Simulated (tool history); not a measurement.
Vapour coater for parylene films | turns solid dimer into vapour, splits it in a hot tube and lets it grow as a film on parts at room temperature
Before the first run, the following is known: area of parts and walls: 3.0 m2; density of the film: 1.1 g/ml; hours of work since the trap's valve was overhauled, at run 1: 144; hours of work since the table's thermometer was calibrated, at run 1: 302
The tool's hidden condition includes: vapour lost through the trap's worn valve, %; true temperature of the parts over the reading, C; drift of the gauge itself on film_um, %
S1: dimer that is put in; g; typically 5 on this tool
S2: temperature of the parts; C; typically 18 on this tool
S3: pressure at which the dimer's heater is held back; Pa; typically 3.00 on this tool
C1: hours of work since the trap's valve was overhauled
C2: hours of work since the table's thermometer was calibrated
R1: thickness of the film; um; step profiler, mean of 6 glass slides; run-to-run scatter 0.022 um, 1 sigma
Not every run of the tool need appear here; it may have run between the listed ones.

run	hour	S1	S2	S3	C1	C2	R1
1	0.0	5	18	3.00	144	302	1.04
2	44.1	5	18	3.00	170	328	1.01
3	108.8	5	18	3.00	208	366	0.98
# hour 151.0: trap's valve overhauled
4	171.6	5	18	3.00	12	400	1.09
5	221.3	5	18	3.00	41	429	1.15
6	258.2	4	18	3.00	62	451	0.88
7	304.1	5	18	2.37	89	477	1.08
8	340.9	5	18	2.37	111	499	1.09
9	371.0	5	18	6.28	128	516	0.86
10	401.4	5	18	6.28	146	534	0.87
11	462.3	8	15	6.46	181	569	1.51
12	517.8	8	15	6.46	214	602	1.42
# hour 547.7: trap's valve overhauled
13	563.6	8	15	6.46	9	626	1.65
14	595.9	8	15	6.46	28	645	1.62
15	646.3	2	13	3.95	57	674	0.49
16	711.2	3	18	2.40	95	712	0.64
17	743.1	4	18	2.40	114	731	0.87

Forecast run 18:
18	792.4	3	18	6.76	143	760	?

{"run 18": {"R1": 0.53}}
On a tool with no hidden condition, and with the same random variation, this run would have come out at R1 0.60 um.
